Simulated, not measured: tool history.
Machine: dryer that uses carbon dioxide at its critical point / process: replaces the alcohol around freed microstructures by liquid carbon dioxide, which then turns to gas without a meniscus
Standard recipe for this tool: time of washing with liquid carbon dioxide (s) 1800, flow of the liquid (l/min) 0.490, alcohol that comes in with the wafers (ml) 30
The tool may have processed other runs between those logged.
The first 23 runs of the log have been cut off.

| run | day | time of washing with liquid carbon dioxide (s) | flow of the liquid (l/min) | alcohol that comes in with the wafers (ml) | hours of work since the filter was changed | hours of work since the purifier's bed was changed | alcohol left in the vessel before it's heated (ppm by volume) |
|---|---|---|---|---|---|---|---|
| 24 | 20.992 | 2880 | 0.424 | 30 | 63 | 615 | 138 |
| 25 | 22.229 | 2880 | 0.751 | 27 | 77 | 629 | 150 |
| 26 | 23.467 | 1860 | 0.800 | 28 | 91 | 643 | 146 |
| 27 | 24.146 | 1200 | 0.490 | 30 | 99 | 650 | 427 |
| 28 | 25.196 | 1620 | 0.490 | 30 | 111 | 662 | 231 |
| 29 | 26.146 | 2820 | 0.683 | 30 | 122 | 673 | 156 |
| 30 | 27.129 | 2820 | 0.683 | 30 | 133 | 684 | 153 |
| 31 | 28.271 | 1800 | 0.490 | 30 | 146 | 697 | 201 |

Alternative continuations, all from the tool just after run 31; predict every row:
| A | 29.600 | 1260 | 0.490 | 30 | 161 | 712 | ? |
| B | 29.600 | 2040 | 0.310 | 30 | 161 | 712 | ? |
| C | 29.600 | 1200 | 0.381 | 45 | 161 | 712 | ? |
| D | 29.600 | 1140 | 0.490 | 30 | 161 | 712 | ? |
| E | 29.600 | 1200 | 0.307 | 81 | 161 | 712 | ? |

| run | alcohol left in the vessel before it's heated (ppm by volume) |
|---|---|
| A | 419 |
| B | 431 |
| C | 1323 |
| D | 521 |
| E | 3905 |
Without the tool's unlogged condition, the same runs would have read:
| run | alcohol left in the vessel before it's heated (ppm by volume) |
|---|---|
| A | 237 |
| B | 247 |
| C | 1076 |
| D | 333 |
| E | 3517 |
